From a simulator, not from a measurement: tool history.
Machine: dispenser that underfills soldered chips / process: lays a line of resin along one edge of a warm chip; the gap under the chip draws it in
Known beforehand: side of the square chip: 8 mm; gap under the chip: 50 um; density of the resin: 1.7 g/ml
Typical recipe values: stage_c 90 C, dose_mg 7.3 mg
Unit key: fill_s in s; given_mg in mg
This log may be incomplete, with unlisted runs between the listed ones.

{"run": 1, "hour": 0.0, "stage_c": 90, "dose_mg": 7.3, "fill_s": 34.3, "given_mg": 6.82}
{"hour": 2.8, "done": "new syringe of resin"}
{"run": 2, "hour": 4.8, "stage_c": 90, "dose_mg": 7.3, "fill_s": 32, "given_mg": 6.78}
{"hour": 8.6, "done": "dispensing valve cleaned and set on the balance"}
{"run": 3, "hour": 10.4, "stage_c": 90, "dose_mg": 7.3, "fill_s": 34.4, "given_mg": 7.29}
{"hour": 13.0, "done": "new syringe of resin"}
{"run": 4, "hour": 14.5, "stage_c": 88, "dose_mg": 7.3, "fill_s": 33.5, "given_mg": 7.24}
{"hour": 21.7, "done": "new syringe of resin"}
{"run": 5, "hour": 21.7, "stage_c": 88, "dose_mg": 7.3, "fill_s": 32.9, "given_mg": 7.26}
{"run": 6, "hour": 25.4, "stage_c": 88, "dose_mg": 7.3, "fill_s": 35.4, "given_mg": 7.24}
{"hour": 30.4, "done": "new syringe of resin"}
{"run": 7, "hour": 34.4, "stage_c": 88, "dose_mg": 7.3, "fill_s": 36.1, "given_mg": 7.2}
{"hour": 39.3, "done": "new syringe of resin"}
{"run": 8, "hour": 43.3, "stage_c": 89, "dose_mg": 7.3, "fill_s": 34.8, "given_mg": 7.2}
{"hour": 47.9, "done": "new syringe of resin"}
{"run": 9, "hour": 48.9, "stage_c": 83, "dose_mg": 7.3, "fill_s": 43.9, "given_mg": 7.16}
{"run": 10, "hour": 53.4, "stage_c": 83, "dose_mg": 7.3, "fill_s": 45.9, "given_mg": 7.14}
{"hour": 56.6, "done": "new syringe of resin"}
{"run": 11, "hour": 59.9, "stage_c": 83, "dose_mg": 7.3, "fill_s": 43.2, "given_mg": 7.09}
{"hour": 65.4, "done": "new syringe of resin"}
{"run": 12, "hour": 66.7, "stage_c": 83, "dose_mg": 7.3, "fill_s": 41.4, "given_mg": 7.09}
{"run": 13, "hour": 71.6, "stage_c": 83, "dose_mg": 7.3, "fill_s": 46.4, "given_mg": 7.08}
{"hour": 73.9, "done": "new syringe of resin"}
{"run": 14, "hour": 76.1, "stage_c": 83, "dose_mg": 7.3, "fill_s": 43, "given_mg": 7.04}
{"hour": 82.7, "done": "new syringe of resin"}
{"run": 15, "hour": 83.9, "stage_c": 83, "dose_mg": 7.3, "fill_s": 41.8, "given_mg": 7.02}
{"run": 16, "hour": 90.4, "stage_c": 83, "dose_mg": 7.3, "fill_s": 47.3, "given_mg": 7.03}
{"hour": 91.2, "done": "new syringe of resin"}
{"run": 17, "hour": 94.7, "stage_c": 83, "dose_mg": 7.3, "fill_s": 43.2, "given_mg": 7.03}
{"hour": 99.9, "done": "new syringe of resin"}
{"run": 18, "hour": 102.9, "stage_c": 77, "dose_mg": 7.31, "fill_s": 56.3, "given_mg": 7.02}
{"hour": 108.8, "done": "new syringe of resin"}
{"run": 19, "hour": 108.8, "stage_c": 77, "dose_mg": 7.31, "fill_s": 51.7, "given_mg": 7.01}
{"run": 20, "hour": 115.7, "stage_c": 77, "dose_mg": 7.31, "fill_s": 59.3, "given_mg": 6.92}

Expected results for the next run?
{"hour": 117.7, "done": "new syringe of resin"}
{"run": 21, "hour": 122.4, "stage_c": 77, "dose_mg": 7.31, "fill_s": "?", "given_mg": "?"}

fill_s: 57 s
given_mg: 6.96 mg
Had the tool carried no hidden state, the very same run would have given fill_s 51.3 s, given_mg 7.35 mg.
